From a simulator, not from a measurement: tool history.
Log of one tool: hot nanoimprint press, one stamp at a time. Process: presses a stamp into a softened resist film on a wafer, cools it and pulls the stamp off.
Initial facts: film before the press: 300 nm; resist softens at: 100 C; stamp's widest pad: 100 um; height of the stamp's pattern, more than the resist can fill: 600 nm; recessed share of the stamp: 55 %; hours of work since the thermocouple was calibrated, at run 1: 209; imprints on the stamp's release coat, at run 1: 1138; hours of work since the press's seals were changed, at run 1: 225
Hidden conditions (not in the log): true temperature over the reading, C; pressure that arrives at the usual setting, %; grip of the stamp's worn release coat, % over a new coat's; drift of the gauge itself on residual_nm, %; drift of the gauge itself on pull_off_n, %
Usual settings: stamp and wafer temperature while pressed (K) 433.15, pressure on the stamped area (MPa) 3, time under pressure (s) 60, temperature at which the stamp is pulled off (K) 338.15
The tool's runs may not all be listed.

run   hour  stamp and wafer temperature while pressed (K)  pressure on the stamped area (MPa)  time under pressure (s)  temperature at which the stamp is pulled off (K)  hours of work since the thermocouple was calibrated  imprints on the stamp's release coat  hours of work since the press's seals were changed  resist left under the stamp's widest pad (angstrom)  greatest force while the stamp is pulled off (N)
  1      0                                         433.15                                   3                       60                                            338.15                                                  209                                  1138                                                 225                                                 1650                                               223
  2      9                                         433.15                                   3                       60                                            338.15                                                  215                                  1176                                                 231                                                 1645                                               233
  3   18.9                                         433.15                                   3                       60                                            323.15                                                  220                                  1219                                                 236                                                 1654                                               292
  4   28.2                                         433.15                                   3                       60                                            323.15                                                  226                                  1259                                                 242                                                 1658                                               297
  5   33.5                                         433.15                                   3                       60                                            338.15                                                  229                                  1282                                                 245                                                 1666                                               235
      42.2  -- stamp cleaned and given a new release coat
  6   46.9                                         433.15                                   3                       60                                            338.15                                                  233                                    20                                                 249                                                 1668                                               194
  7   54.5                                         433.15                                   3                       60                                            338.15                                                  237                                    53                                                 253                                                 1666                                               197
  8   60.9                                         433.15                                   3                       60                                            338.15                                                  241                                    81                                                 257                                                 1662                                               195
  9   70.7                                         441.15                                   3                       60                                            338.15                                                  247                                   123                                                 263                                                 1077                                               198
 10   76.8                                         441.15                                   3                       60                                            338.15                                                  250                                   149                                                 266                                                 1066                                               204
 11   85.2                                         433.15                                   3                       60                                            338.15                                                  255                                   186                                                 271                                                 1669                                               201
 12   92.7                                         433.15                                2.97                       60                                            338.15                                                  259                                   218                                                 275                                                 1679                                               209
 13  100.7                                         433.15                                1.83                       60                                            338.15                                                  264                                   252                                                 280                                                 2018                                               208
 14  107.4                                         433.15                                3.23                       60                                            338.15                                                  268                                   281                                                 284                                                 1635                                               205
 15  114.2                                         433.15                                4.02                       60                                            338.15                                                  272                                   310                                                 288                                                 1476                                               202
 16  120.9                                         433.15                                   3                       50                                            342.15                                                  276                                   339                                                 292                                                 1766                                               191
 17  126.8                                         440.15                                3.72                       60                                            324.15                                                  279                                   365                                                 295                                                 1015                                               260
 18  136.7                                         440.15                                3.72                       60                                            324.15                                                  285                                   408                                                 301                                                 1028                                               259
 19  146.5                                         440.15                                 2.7                       60                                            342.15                                                  290                                   450                                                 306                                                 1212                                               192
 20  152.6                                         443.15                                1.88                       45                                            346.15                                                  294                                   476                                                 310                                                 1386                                               181
 21  160.9                                         443.15                                1.88                       45                                            346.15                                                  299                                   512                                                 315                                                 1391                                               179
 22  169.5                                         443.15                                2.18                       59                                            346.15                                                  304                                   549                                                 320                                                 1171                                               179
 23  174.4                                         437.15                                2.18                       59                                            346.15                                                  307                                   571                                                 323                                                 1581                                               181
 24  178.6                                         437.15                                2.18                       59                                            346.15                                                  309                                   588                                                 325                                                 1581                                               180
 25  185.3                                         437.15                                1.97                       37                                            337.15                                                  313                                   617                                                 329                                                 1915                                               216
 26  189.8                                         421.15                                1.97                       37                                            337.15                                                  315                                   637                                                 331                                                 2869                                               221
     199.6  -- plate thermocouple calibrated
 27  200.3                                         434.15                                   3                      113                                            338.15                                                    0                                   669                                                 336                                                 1237                                               214
 28  209.6                                         434.15                                   3                       51                                            335.15                                                    6                                   709                                                 341                                                 1645                                               229
 29  214.5                                         434.15                                   3                       51                                            335.15                                                    9                                   730                                                 344                                                 1630                                               224

Each row is a separate what-if for the run after 29, all from the same tool condition, not one after another. Results?
  A  218.9                                         433.15                                   3                       60                                            329.15                                                   11                                   750                                                 346                                                    ?                                                 ?
  B  218.9                                         433.15                                   3                       35                                            324.15                                                   11                                   750                                                 346                                                    ?                                                 ?
  C  218.9                                         434.15                                1.85                       87                                            335.15                                                   11                                   750                                                 346                                                    ?                                                 ?

run  resist left under the stamp's widest pad (angstrom)  greatest force while the stamp is pulled off (N)
  A                                                 1645                                               250
  B                                                 1922                                               273
  C                                                 1696                                               229
With the hidden condition removed and each run's random variation left untouched, the same runs would have given:
run  resist left under the stamp's widest pad (angstrom)  greatest force while the stamp is pulled off (N)
  A                                                 1609                                               223
  B                                                 1886                                               244
  C                                                 1664                                               205
